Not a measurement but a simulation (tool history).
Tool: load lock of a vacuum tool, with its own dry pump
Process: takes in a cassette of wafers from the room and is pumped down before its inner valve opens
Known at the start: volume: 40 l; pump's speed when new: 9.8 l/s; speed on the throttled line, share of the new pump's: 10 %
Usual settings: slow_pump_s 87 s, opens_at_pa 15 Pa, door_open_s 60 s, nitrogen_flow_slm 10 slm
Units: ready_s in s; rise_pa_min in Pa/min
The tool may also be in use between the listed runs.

run,hour,slow_pump_s,opens_at_pa,door_open_s,nitrogen_flow_slm,"incoming humidity of the room's air, %",ready_s,rise_pa_min
1,0,87,15,60,10,43,115.1,0.575
2,272.6,87,15,60,10,44,116.5,0.618
3,533.1,87,15,60,10,43.3,116.4,0.648
4,798.8,87,15,60,10,44.5,116.7,0.691
# hour 909.8: door's seal changed, seat wiped
5,1199.7,87,15,25,10,44,117,0.048
6,1393.9,87,15,25,10,43.3,117.1,0.042
7,1695.7,87,15,25,10,46.4,117.1,0.057
8,2003,87,15,25,10,48.4,117.6,0.079
9,2278.9,87,15,25,10,44.6,117.1,0.096
10,2661.8,87,15,60,10,43.4,117.8,0.125
11,2907.7,87,15,60,10,41.3,118,0.14
12,3088.7,87,24,60,10,43.9,115.6,0.163
13,3327.2,87,24,60,10,46.9,117.1,0.177
14,3500.8,87,24,60,10,45.9,115.7,0.194
15,3906.3,87,15,60,10,41.3,119,0.227
16,4164.3,87,15,60,8,45.6,119,0.256
17,4443.4,87,15,61,18,43.8,119.4,0.278
18,4785.5,87,15,49,18,45.1,119.9,0.307
19,5193.7,88,24,30,7,43.8,118,0.355
20,5449.5,87,12,60,20,44.5,121.2,0.399
21,5826.2,89,17,54,12,45.1,121.9,0.468
22,6184.5,115,17,54,6,42.1,145.6,0.524
23,6560.6,87,15,60,10,46.8,121.3,0.571
# hour 6833.5: door's seal changed, seat wiped
24,6833.5,87,16,60,20,43.8,120.8,0.036
25,7065.5,87,16,60,20,46.4,121.3,0.047
26,7327.2,87,21,172,22,44.5,120,0.079
27,7575.7,87,21,172,22,44.3,120.1,0.082
28,7936.7,87,15,80,10,47.1,123.4,0.109
29,8172.1,87,15,80,10,38.9,122.8,0.108

5 ways to go on from here, each from the tool as it stands after run 29. What would each give?
A,8523.9,155,15,60,10,43.8,?,?
B,8523.9,87,16,85,10,45.2,?,?
C,8523.9,52,15,60,10,45.9,?,?
D,8523.9,52,15,80,4,42.4,?,?
E,8523.9,68,15,67,9,48.1,?,?

run,ready_s,rise_pa_min
A,183,0.13
B,123.3,0.133
C,92.3,0.129
D,92.7,0.144
E,106.9,0.132
Without the tool's hidden state the same runs would have given:
run,ready_s,rise_pa_min
A,176.6,0.047
B,115,0.052
C,83,0.047
D,83.3,0.062
E,97.9,0.05
